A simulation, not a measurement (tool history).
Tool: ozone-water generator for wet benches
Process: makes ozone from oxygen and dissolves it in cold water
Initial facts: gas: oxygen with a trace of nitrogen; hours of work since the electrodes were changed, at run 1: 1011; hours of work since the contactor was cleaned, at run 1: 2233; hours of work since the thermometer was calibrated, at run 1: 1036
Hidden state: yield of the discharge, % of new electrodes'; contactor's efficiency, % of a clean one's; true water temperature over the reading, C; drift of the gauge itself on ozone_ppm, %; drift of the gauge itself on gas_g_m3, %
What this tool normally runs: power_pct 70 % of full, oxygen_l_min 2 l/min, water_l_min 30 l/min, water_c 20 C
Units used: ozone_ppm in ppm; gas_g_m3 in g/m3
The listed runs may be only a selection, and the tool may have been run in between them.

run   hour  power_pct  oxygen_l_min  water_l_min  water_c  hours of work since the electrodes were changed  hours of work since the contactor was cleaned  hours of work since the thermometer was calibrated  ozone_ppm  gas_g_m3
  1      0         70             2           30       20                                             1011                                           2233                                                1036        6.6     144.2
  2   60.4         70             2           30       20                                             1052                                           2274                                                1077        6.7     142.4
  3  126.9         70             2           30       20                                             1098                                           2320                                                1123        6.6     143.7
  4  193.5         70          1.83           30       20                                             1143                                           2366                                                1169        6.6     149.2
  5  245.9         70          1.83           30       20                                             1179                                           2402                                                1204        6.4     150.5
  6    319         70          1.83           30       20                                             1229                                           2452                                                1255        6.5     150.6
  7  358.2         70             2           30       20                                             1256                                           2479                                                1281        6.7     143.8
  8  392.4         69             2           30       20                                             1280                                           2502                                                1305        6.5     142.9
  9  457.4         69             2           30       20                                             1324                                           2547                                                1350        6.5     141.6
 10  518.7         69             2           30       20                                             1366                                           2589                                                1392        6.8     140.9
 11  564.4         51             2           30       20                                             1398                                           2620                                                1423        5.2     111.5
 12  621.6         70             2           24       20                                             1437                                           2659                                                1462        8.3     141.7

Expected results for the next run?
 13  676.8         51             2           24       20                                             1475                                           2697                                                1500          ?         ?

ozone_ppm: 6.3 ppm
gas_g_m3: 110.6 g/m3
Had the tool carried no hidden state, the very same run would have given ozone_ppm 6.3 ppm, gas_g_m3 110.7 g/m3.

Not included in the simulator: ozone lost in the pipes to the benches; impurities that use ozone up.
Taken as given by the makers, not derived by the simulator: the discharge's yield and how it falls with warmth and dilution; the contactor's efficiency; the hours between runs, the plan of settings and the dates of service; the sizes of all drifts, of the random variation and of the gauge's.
